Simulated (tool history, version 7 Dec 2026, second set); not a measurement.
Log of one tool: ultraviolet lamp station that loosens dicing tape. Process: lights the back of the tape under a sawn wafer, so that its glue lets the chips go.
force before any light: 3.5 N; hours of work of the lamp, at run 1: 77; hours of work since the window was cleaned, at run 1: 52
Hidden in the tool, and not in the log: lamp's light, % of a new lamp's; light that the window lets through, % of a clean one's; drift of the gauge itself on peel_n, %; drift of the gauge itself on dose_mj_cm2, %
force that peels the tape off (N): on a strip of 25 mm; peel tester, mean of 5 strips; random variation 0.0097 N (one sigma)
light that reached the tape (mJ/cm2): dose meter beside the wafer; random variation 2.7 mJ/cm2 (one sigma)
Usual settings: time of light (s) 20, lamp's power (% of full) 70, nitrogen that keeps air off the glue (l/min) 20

run	day	time of light (s)	lamp's power (% of full)	nitrogen that keeps air off the glue (l/min)	hours of work of the lamp	hours of work since the window was cleaned	force that peels the tape off (N)	light that reached the tape (mJ/cm2)
1	0	20	70	20	77	52	0.431	351
2	0.317	20	70	20	81	56	0.444	354
3	0.679	20	70	20	86	60	0.431	352
4	0.988	20	70	20	90	64	0.469	351
5	1.367	20	70	20	95	69	0.441	352
6	1.754	20	70	20	99	74	0.43	346
7	2.217	20	70	20	105	79	0.44	348
8	2.712	20	70	7	111	86	0.62	347
9	3.175	20	70	7	117	91	0.622	346
10	3.5	20	70	7	121	96	0.635	346
11	3.788	20	70	7	125	99	0.621	346
12	4.238	29	70	7	131	105	0.389	498
13	4.638	29	70	7	136	110	0.401	497
14	5.162	29	70	7	142	116	0.403	494
15	5.638	29	70	7	148	122	0.386	492
16	5.962	29	70	7	152	126	0.389	487
17	6.221	29	70	7	155	130	0.389	489
18	6.712	29	70	7	161	136	0.396	483
19	7.129	20	70	20	167	141	0.444	334
20	7.358	20	70	20	170	144	0.459	339
21	7.879	20	70	20	176	150	0.485	333
22	8.404	20	70	19	183	157	0.497	332
23	8.804	20	70	19	188	162	0.499	335
24	9.196	28	69	12	193	167	0.362	455
25	9.7	20	69	20	199	173	0.472	323

Run 26 comes next. What will it give?
26	10.225	24	68	23	205	180	?	?

Run 26 gave force that peels the tape off (N) 0.372, light that reached the tape (mJ/cm2) 383.
Without the tool's hidden state the same run would have given force that peels the tape off (N) 0.33, light that reached the tape (mJ/cm2) 428.
